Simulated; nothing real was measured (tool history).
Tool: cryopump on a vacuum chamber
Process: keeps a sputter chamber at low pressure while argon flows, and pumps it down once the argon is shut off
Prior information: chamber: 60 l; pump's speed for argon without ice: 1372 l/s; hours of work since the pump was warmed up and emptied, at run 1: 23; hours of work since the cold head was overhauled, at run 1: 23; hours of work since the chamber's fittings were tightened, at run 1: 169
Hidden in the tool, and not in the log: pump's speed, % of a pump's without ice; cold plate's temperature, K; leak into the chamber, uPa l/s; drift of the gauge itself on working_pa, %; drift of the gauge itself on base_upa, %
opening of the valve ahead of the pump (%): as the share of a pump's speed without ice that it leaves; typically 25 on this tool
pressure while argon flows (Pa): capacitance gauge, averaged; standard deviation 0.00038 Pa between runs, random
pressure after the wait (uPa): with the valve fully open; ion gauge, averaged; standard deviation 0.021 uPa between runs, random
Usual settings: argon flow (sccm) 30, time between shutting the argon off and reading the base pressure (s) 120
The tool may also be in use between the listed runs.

| run | hour | argon flow (sccm) | time between shutting the argon off and reading the base pressure (s) | opening of the valve ahead of the pump (%) | hours of work since the pump was warmed up and emptied | hours of work since the cold head was overhauled | hours of work since the chamber's fittings were tightened | pressure while argon flows (Pa) | pressure after the wait (uPa) |
|---|---|---|---|---|---|---|---|---|---|
| 1 | 0 | 30 | 120 | 25 | 23 | 23 | 169 | 0.1488 | 0.56 |
| 2 | 44.9 | 30 | 120 | 15 | 63 | 63 | 209 | 0.2479 | 0.63 |
| 3 | 76.2 | 30 | 120 | 15 | 91 | 91 | 237 | 0.248 | 0.61 |
| 4 | 137 | 30 | 120 | 25 | 145 | 145 | 291 | 0.1497 | 0.68 |
| 5 | 194.4 | 30 | 120 | 25 | 195 | 195 | 341 | 0.1502 | 0.71 |
| 6 | 246.4 | 30 | 120 | 25 | 241 | 241 | 388 | 0.1508 | 0.71 |
| 7 | 288.4 | 30 | 120 | 25 | 279 | 279 | 425 | 0.1512 | 0.76 |
| 8 | 319.8 | 13 | 120 | 25 | 306 | 306 | 453 | 0.0656 | 0.8 |
| 9 | 364.1 | 30 | 120 | 46 | 346 | 346 | 492 | 0.0845 | 0.78 |
| 10 | 405.8 | 30 | 120 | 46 | 383 | 383 | 529 | 0.0854 | 0.89 |
| 11 | 434 | 24 | 120 | 25 | 407 | 407 | 554 | 0.122 | 0.86 |
| 12 | 462.6 | 30 | 120 | 25 | 433 | 433 | 579 | 0.1531 | 0.88 |
|  | 504.4 | pump warmed up, emptied and cooled again |
| 13 | 514.5 | 26 | 120 | 25 | 9 | 474 | 620 | 0.1283 | 0.83 |
| 14 | 551.5 | 26 | 120 | 25 | 42 | 507 | 653 | 0.1285 | 0.86 |
| 15 | 587.6 | 30 | 120 | 25 | 74 | 539 | 685 | 0.149 | 0.92 |
| 16 | 637 | 39 | 22 | 25 | 117 | 583 | 729 | 0.1938 | 1.81 |
| 17 | 690.2 | 39 | 22 | 34 | 165 | 630 | 776 | 0.1434 | 1.87 |
| 18 | 733.5 | 30 | 79 | 25 | 203 | 668 | 814 | 0.1512 | 1.1 |
| 19 | 770.1 | 30 | 79 | 25 | 235 | 701 | 847 | 0.1511 | 1.18 |
| 20 | 802.4 | 30 | 79 | 25 | 264 | 729 | 875 | 0.1507 | 1.19 |
| 21 | 827.3 | 20 | 120 | 25 | 286 | 751 | 897 | 0.1012 | 1.07 |
| 22 | 865.3 | 20 | 120 | 25 | 320 | 785 | 931 | 0.1015 | 1.12 |
| 23 | 915.9 | 20 | 120 | 25 | 364 | 830 | 976 | 0.1012 | 1.12 |
| 24 | 965.1 | 23 | 240 | 25 | 408 | 873 | 1019 | 0.1171 | 1.04 |
| 25 | 1011.4 | 13 | 193 | 29 | 449 | 914 | 1060 | 0.0575 | 1.17 |
|  | 1035.7 | pump warmed up, emptied and cooled again |
| 26 | 1049.2 | 12 | 171 | 25 | 12 | 943 | 1089 | 0.0596 | 1.03 |
|  | 1071.9 | leaking fittings of the chamber tightened, without venting |
| 27 | 1091.3 | 30 | 120 | 47 | 47 | 979 | 17 | 0.0803 | 0.5 |
| 28 | 1135.3 | 36 | 25 | 28 | 86 | 1018 | 56 | 0.1597 | 1.32 |

Hidden state at the last listed run before each entry between runs and at the first one after, where it differs:
After run 12, before run 13: pump warmed up, emptied and cooled again (hour 504.4)
  pump's speed, % of a pump's without ice: 88.1 -> 99.5; cold plate's temperature, K: 12.21 -> 12.22; leak into the chamber, uPa l/s: 819 -> 854
  measured result minus the result with no hidden state, pressure while argon flows (Pa): +0.0052 -> +0.0003; pressure after the wait (uPa): +0.46 -> +0.42
After run 25, before run 26: pump warmed up, emptied and cooled again (hour 1035.7)
  pump's speed, % of a pump's without ice: 88.1 -> 98.7; leak into the chamber, uPa l/s: 1203 -> 1227
  measured result minus the result with no hidden state, pressure while argon flows (Pa): +0.0022 -> +0.0003; pressure after the wait (uPa): +0.8 -> +0.68
After run 26, before run 27: leaking fittings of the chamber tightened, without venting (hour 1071.9)
  pump's speed, % of a pump's without ice: 98.7 -> 97.8; cold plate's temperature, K: 12.38 -> 12.4; leak into the chamber, uPa l/s: 1227 -> 351
  measured result minus the result with no hidden state, pressure while argon flows (Pa): +0.0003 -> +0.0012; pressure after the wait (uPa): +0.68 -> +0.05
